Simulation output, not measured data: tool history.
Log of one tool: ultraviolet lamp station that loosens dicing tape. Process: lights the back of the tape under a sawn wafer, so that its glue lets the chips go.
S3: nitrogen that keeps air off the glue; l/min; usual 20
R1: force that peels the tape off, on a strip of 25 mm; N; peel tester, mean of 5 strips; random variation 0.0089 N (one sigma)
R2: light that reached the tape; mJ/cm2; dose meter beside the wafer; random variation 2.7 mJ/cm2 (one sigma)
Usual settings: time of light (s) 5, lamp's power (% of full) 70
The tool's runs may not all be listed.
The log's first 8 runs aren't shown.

{"run": 9, "hour": 254.5, "time of light (s)": 5, "lamp's power (% of full)": 70, "S3": 25, "R1": 0.367, "R2": 359}
{"run": 10, "hour": 293.0, "time of light (s)": 5, "lamp's power (% of full)": 70, "S3": 20, "R1": 0.371, "R2": 356}
{"run": 11, "hour": 348.4, "time of light (s)": 5, "lamp's power (% of full)": 66, "S3": 20, "R1": 0.415, "R2": 341}
{"hour": 364.3, "done": "window cleaned of glue's vapour"}
{"run": 12, "hour": 402.1, "time of light (s)": 5, "lamp's power (% of full)": 66, "S3": 20, "R1": 0.432, "R2": 336}
{"run": 13, "hour": 430.5, "time of light (s)": 5, "lamp's power (% of full)": 70, "S3": 20, "R1": 0.372, "R2": 362}
{"run": 14, "hour": 465.0, "time of light (s)": 5, "lamp's power (% of full)": 70, "S3": 20, "R1": 0.362, "R2": 355}
{"run": 15, "hour": 504.5, "time of light (s)": 5, "lamp's power (% of full)": 70, "S3": 20, "R1": 0.373, "R2": 359}
{"run": 16, "hour": 550.9, "time of light (s)": 5, "lamp's power (% of full)": 70, "S3": 23, "R1": 0.352, "R2": 360}
{"run": 17, "hour": 594.9, "time of light (s)": 5, "lamp's power (% of full)": 86, "S3": 23, "R1": 0.221, "R2": 439}
{"run": 18, "hour": 642.5, "time of light (s)": 3, "lamp's power (% of full)": 66, "S3": 35, "R1": 1.02, "R2": 202}
{"run": 19, "hour": 687.7, "time of light (s)": 3, "lamp's power (% of full)": 70, "S3": 20, "R1": 1.108, "R2": 215}
{"run": 20, "hour": 715.2, "time of light (s)": 7, "lamp's power (% of full)": 66, "S3": 36, "R1": 0.169, "R2": 473}
{"run": 21, "hour": 767.6, "time of light (s)": 7, "lamp's power (% of full)": 61, "S3": 14, "R1": 0.273, "R2": 436}
{"run": 22, "hour": 795.7, "time of light (s)": 8, "lamp's power (% of full)": 94, "S3": 20, "R1": 0.123, "R2": 769}
{"run": 23, "hour": 838.6, "time of light (s)": 8, "lamp's power (% of full)": 94, "S3": 20, "R1": 0.101, "R2": 770}
{"run": 24, "hour": 872.0, "time of light (s)": 2, "lamp's power (% of full)": 77, "S3": 26, "R1": 1.58, "R2": 159}
{"run": 25, "hour": 930.0, "time of light (s)": 9, "lamp's power (% of full)": 100, "S3": 20, "R1": 0.108, "R2": 918}
{"hour": 934.1, "done": "window cleaned of glue's vapour"}
{"run": 26, "hour": 956.9, "time of light (s)": 5, "lamp's power (% of full)": 70, "S3": 10, "R1": 0.516, "R2": 355}
{"run": 27, "hour": 1004.7, "time of light (s)": 5, "lamp's power (% of full)": 70, "S3": 10, "R1": 0.532, "R2": 354}
{"run": 28, "hour": 1042.6, "time of light (s)": 7, "lamp's power (% of full)": 70, "S3": 13, "R1": 0.213, "R2": 500}
{"run": 29, "hour": 1078.9, "time of light (s)": 5, "lamp's power (% of full)": 70, "S3": 13, "R1": 0.46, "R2": 356}
{"run": 30, "hour": 1120.2, "time of light (s)": 5, "lamp's power (% of full)": 78, "S3": 7, "R1": 0.489, "R2": 398}
{"hour": 1125.4, "done": "lamp changed"}
{"run": 31, "hour": 1177.1, "time of light (s)": 5, "lamp's power (% of full)": 78, "S3": 7, "R1": 0.477, "R2": 398}
{"run": 32, "hour": 1230.4, "time of light (s)": 8, "lamp's power (% of full)": 88, "S3": 11, "R1": 0.134, "R2": 717}
{"run": 33, "hour": 1287.3, "time of light (s)": 2, "lamp's power (% of full)": 80, "S3": 11, "R1": 1.907, "R2": 163}

Forecast each of these 5 alternatives for the next run:
{"run": "A", "hour": 1345.4, "time of light (s)": 2, "lamp's power (% of full)": 84, "S3": 22, "R1": "?", "R2": "?"}
{"run": "B", "hour": 1345.4, "time of light (s)": 10, "lamp's power (% of full)": 70, "S3": 11, "R1": "?", "R2": "?"}
{"run": "C", "hour": 1345.4, "time of light (s)": 5, "lamp's power (% of full)": 73, "S3": 24, "R1": "?", "R2": "?"}
{"run": "D", "hour": 1345.4, "time of light (s)": 2, "lamp's power (% of full)": 80, "S3": 32, "R1": "?", "R2": "?"}
{"run": "E", "hour": 1345.4, "time of light (s)": 5, "lamp's power (% of full)": 71, "S3": 28, "R1": "?", "R2": "?"}

run=A R1=1.488 R2=175
run=B R1=0.133 R2=710
run=C R1=0.320 R2=374
run=D R1=1.440 R2=162
run=E R1=0.330 R2=363
Without the tool's hidden state the same runs would have given:
run=A R1=1.483 R2=175
run=B R1=0.133 R2=712
run=C R1=0.318 R2=374
run=D R1=1.436 R2=163
run=E R1=0.329 R2=364
